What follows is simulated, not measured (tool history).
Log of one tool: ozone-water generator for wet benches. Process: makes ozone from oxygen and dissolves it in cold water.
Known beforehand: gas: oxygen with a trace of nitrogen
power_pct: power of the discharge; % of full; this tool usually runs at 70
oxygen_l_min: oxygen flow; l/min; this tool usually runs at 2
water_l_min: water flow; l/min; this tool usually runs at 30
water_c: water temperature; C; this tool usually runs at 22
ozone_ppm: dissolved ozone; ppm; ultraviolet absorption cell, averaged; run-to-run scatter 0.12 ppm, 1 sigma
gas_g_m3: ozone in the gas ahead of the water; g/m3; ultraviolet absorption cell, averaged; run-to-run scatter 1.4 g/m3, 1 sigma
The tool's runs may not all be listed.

Run 1, hour 0: usual settings. Result: ozone_ppm 12 ppm, gas_g_m3 265.9 g/m3.
Run 2, hour 41: usual settings. Result: ozone_ppm 11.8 ppm, gas_g_m3 266.8 g/m3.
Run 3, hour 65.1: usual settings. Result: ozone_ppm 12.2 ppm, gas_g_m3 266.9 g/m3.
Run 4, hour 95.2: usual settings. Result: ozone_ppm 11.7 ppm, gas_g_m3 264.9 g/m3.
Run 5, hour 128.8: usual settings but power_pct 96 % of full. Result: ozone_ppm 15.9 ppm, gas_g_m3 357 g/m3.
Run 6, hour 162.8: usual settings. Result: ozone_ppm 11.8 ppm, gas_g_m3 265 g/m3.
Run 7, hour 192: usual settings but water_c 24 C. Result: ozone_ppm 11.7 ppm, gas_g_m3 265 g/m3.
Run 8, hour 217.1: usual settings but oxygen_l_min 1.94 l/min, water_c 24 C. Result: ozone_ppm 11.6 ppm, gas_g_m3 268.6 g/m3.
Run 9, hour 237.7: usual settings but oxygen_l_min 1.94 l/min, water_c 24 C. Result: ozone_ppm 11.5 ppm, gas_g_m3 270.5 g/m3.
Run 10, hour 274: usual settings but oxygen_l_min 1.94 l/min, water_c 24 C. Result: ozone_ppm 11.7 ppm, gas_g_m3 271.1 g/m3.
Run 11, hour 297.8: usual settings but oxygen_l_min 1.94 l/min, water_c 24 C. Result: ozone_ppm 11.8 ppm, gas_g_m3 268 g/m3.
Run 12, hour 343.3: usual settings but oxygen_l_min 1.94 l/min, water_c 24 C. Result: ozone_ppm 11.4 ppm, gas_g_m3 269.7 g/m3.
Run 13, hour 364.2: usual settings. Result: ozone_ppm 11.6 ppm, gas_g_m3 266.4 g/m3.
Run 14, hour 398: usual settings but water_l_min 23 l/min. Result: ozone_ppm 15.3 ppm, gas_g_m3 260.1 g/m3.
Run 15, hour 421.7: usual settings. Result: ozone_ppm 11.7 ppm, gas_g_m3 264.5 g/m3.
Run 16, hour 458.7: usual settings. Result: ozone_ppm 11.8 ppm, gas_g_m3 262.2 g/m3.
Run 17, hour 502.8: usual settings but power_pct 47 % of full. Result: ozone_ppm 8 ppm, gas_g_m3 181.9 g/m3.
Run 18, hour 527.6: usual settings but power_pct 43 % of full, oxygen_l_min 3.45 l/min. Result: ozone_ppm 8.4 ppm, gas_g_m3 122.1 g/m3.
Run 19, hour 573.9: usual settings but power_pct 43 % of full, oxygen_l_min 3.45 l/min. Result: ozone_ppm 8.4 ppm, gas_g_m3 123.4 g/m3.
Run 20, hour 612.1: usual settings but power_pct 43 % of full, oxygen_l_min 3.45 l/min. Result: ozone_ppm 8.2 ppm, gas_g_m3 122.9 g/m3.
Run 21, hour 650.8: usual settings but power_pct 43 % of full, oxygen_l_min 3.45 l/min. Result: ozone_ppm 8.3 ppm, gas_g_m3 122.6 g/m3.
Run 22, hour 691.9: usual settings but power_pct 43 % of full, oxygen_l_min 3.45 l/min. Result: ozone_ppm 8.1 ppm, gas_g_m3 121.2 g/m3.
Run 23, hour 729: usual settings but power_pct 43 % of full, oxygen_l_min 3.45 l/min. Result: ozone_ppm 8.1 ppm, gas_g_m3 122.5 g/m3.
Run 24, hour 756.5: usual settings but power_pct 43 % of full, oxygen_l_min 3.45 l/min. Result: ozone_ppm 8.2 ppm, gas_g_m3 122.1 g/m3.
Run 25, hour 789.7: usual settings but power_pct 53 % of full, oxygen_l_min 3.22 l/min, water_c 26 C. Result: ozone_ppm 9.5 ppm, gas_g_m3 153.5 g/m3.
Run 26, hour 824.9: usual settings but power_pct 92 % of full, oxygen_l_min 1.21 l/min, water_l_min 46 l/min, water_c 18 C. Result: ozone_ppm 7.6 ppm, gas_g_m3 449.5 g/m3.
Run 27, hour 866.4: usual settings but power_pct 56 % of full, oxygen_l_min 1.67 l/min, water_l_min 31 l/min, water_c 18 C. Result: ozone_ppm 8.8 ppm, gas_g_m3 235.5 g/m3.
Run 28, hour 910: usual settings but power_pct 56 % of full, oxygen_l_min 1.01 l/min, water_l_min 25 l/min, water_c 17 C. Result: ozone_ppm 9.8 ppm, gas_g_m3 313.6 g/m3.
Run 29, hour 958.1: usual settings but power_pct 46 % of full, water_l_min 20 l/min, water_c 26 C. Result: ozone_ppm 11.7 ppm, gas_g_m3 176.4 g/m3.
Run 30, hour 979.9: usual settings but power_pct 46 % of full, water_l_min 20 l/min, water_c 26 C. Result: ozone_ppm 11.5 ppm, gas_g_m3 178.3 g/m3.
Run 31, hour 1005.6: usual settings but power_pct 46 % of full, oxygen_l_min 3.58 l/min, water_l_min 34 l/min, water_c 26 C. Result: ozone_ppm 7.5 ppm, gas_g_m3 128.3 g/m3.
Run 32, hour 1045.2: usual settings but power_pct 46 % of full, oxygen_l_min 3.58 l/min, water_l_min 34 l/min, water_c 26 C. Result: ozone_ppm 7.4 ppm, gas_g_m3 128.1 g/m3.

Below, some changes in ozone_ppm between adjacent runs. For each, the amount present without the hidden state too (settings, incoming material, random variation) and the amount remaining for the hidden state with gauge scatter not shared by both compared results:
Hidden conditions of the tool in this case: yield of the discharge, % of new electrodes'; contactor's efficiency, % of a clean one's; true water temperature over the reading, C; drift of the gauge itself on ozone_ppm, %; drift of the gauge itself on gas_g_m3, %.
Run 4 -> 5: power_pct 70 -> 96. ozone_ppm +4.2 ppm: hidden state -0.2, all else +4.4.
Run 5 -> 6: power_pct 96 -> 70. ozone_ppm -4.1 ppm: hidden state +0.1, all else -4.2.
Run 16 -> 17: power_pct 70 -> 47. ozone_ppm -3.8 ppm: hidden state +0.2, all else -4.
Run 25 -> 26: power_pct 53 -> 92, oxygen_l_min 3.22 -> 1.21, water_l_min 30 -> 46, water_c 26 -> 18. ozone_ppm -1.9 ppm: hidden state -0.2, all else -1.7.
Run 30 -> 31: oxygen_l_min 2 -> 3.58, water_l_min 20 -> 34. ozone_ppm -4 ppm: hidden state +0.1, all else -4.1.

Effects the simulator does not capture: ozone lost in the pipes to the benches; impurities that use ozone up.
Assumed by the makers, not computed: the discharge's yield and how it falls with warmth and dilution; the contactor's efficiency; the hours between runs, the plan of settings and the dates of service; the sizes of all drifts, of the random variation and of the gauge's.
